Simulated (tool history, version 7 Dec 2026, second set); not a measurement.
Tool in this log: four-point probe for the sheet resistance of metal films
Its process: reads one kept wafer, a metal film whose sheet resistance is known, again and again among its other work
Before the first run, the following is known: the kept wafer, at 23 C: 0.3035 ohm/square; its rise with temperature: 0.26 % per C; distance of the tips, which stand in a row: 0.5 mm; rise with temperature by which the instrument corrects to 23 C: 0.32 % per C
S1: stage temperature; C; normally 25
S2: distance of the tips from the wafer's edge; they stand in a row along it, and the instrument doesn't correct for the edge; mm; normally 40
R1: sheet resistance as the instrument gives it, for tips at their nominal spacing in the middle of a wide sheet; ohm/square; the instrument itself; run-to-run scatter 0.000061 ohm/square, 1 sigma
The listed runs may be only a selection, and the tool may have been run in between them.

run 1 hour=0.0 | S1=25 S2=40 | R1=0.303269
run 2 hour=78.6 | S1=25 S2=7 | R1=0.303938
run 3 hour=127.8 | S1=25 S2=7 | R1=0.303965
run 4 hour=238.1 | S1=25 S2=7 | R1=0.304020
run 5 hour=336.5 | S1=25 S2=21 | R1=0.303266
run 6 hour=429.8 | S1=25 S2=4 | R1=0.305826
run 7 hour=531.4 | S1=25 S2=40 | R1=0.303264
run 8 hour=627.3 | S1=25 S2=40 | R1=0.303175
run 9 hour=696.1 | S1=25 S2=40 | R1=0.303135
run 10 hour=746.3 | S1=25 S2=40 | R1=0.303155
run 11 hour=828.8 | S1=25 S2=40 | R1=0.303329
run 12 hour=925.7 | S1=25 S2=40 | R1=0.303151
run 13 hour=1003.0 | S1=25 S2=40 | R1=0.303301
run 14 hour=1116.2 | S1=25 S2=40 | R1=0.303298
run 15 hour=1227.1 | S1=19 S2=9 | R1=0.304554
run 16 hour=1321.5 | S1=34 S2=50 | R1=0.301829
run 17 hour=1411.6 | S1=34 S2=50 | R1=0.301768
run 18 hour=1527.7 | S1=34 S2=50 | R1=0.301899
run 19 hour=1589.2 | S1=34 S2=50 | R1=0.301950
run 20 hour=1694.7 | S1=34 S2=50 | R1=0.301835
-- hour=1712.7 stage's thermometer calibrated
run 21 hour=1801.7 | S1=34 S2=50 | R1=0.302011
run 22 hour=1851.1 | S1=23 S2=3 | R1=0.307945
run 23 hour=1940.2 | S1=27 S2=4 | R1=0.305435
run 24 hour=2013.1 | S1=20 S2=24 | R1=0.304007
run 25 hour=2060.0 | S1=18 S2=12 | R1=0.304611
run 26 hour=2162.8 | S1=22 S2=11 | R1=0.303921
-- hour=2257.3 new probe head fitted
run 27 hour=2257.3 | S1=21 S2=52 | R1=0.303691
run 28 hour=2370.7 | S1=21 S2=52 | R1=0.303793

Predict each of these 5 candidate next runs independently; none follows another, all start after run 28:
run A hour=2484.1 | S1=32 S2=5 | R1=?
run B hour=2484.1 | S1=21 S2=25 | R1=?
run C hour=2484.1 | S1=22 S2=63 | R1=?
run D hour=2484.1 | S1=19 S2=52 | R1=?
run E hour=2484.1 | S1=23 S2=21 | R1=?

run=A R1=0.303707
run=B R1=0.303900
run=C R1=0.303600
run=D R1=0.304094
run=E R1=0.303548
What these runs would have given with no unlogged condition in the tool:
run=A R1=0.303705
run=B R1=0.303899
run=C R1=0.303599
run=D R1=0.304093
run=E R1=0.303547
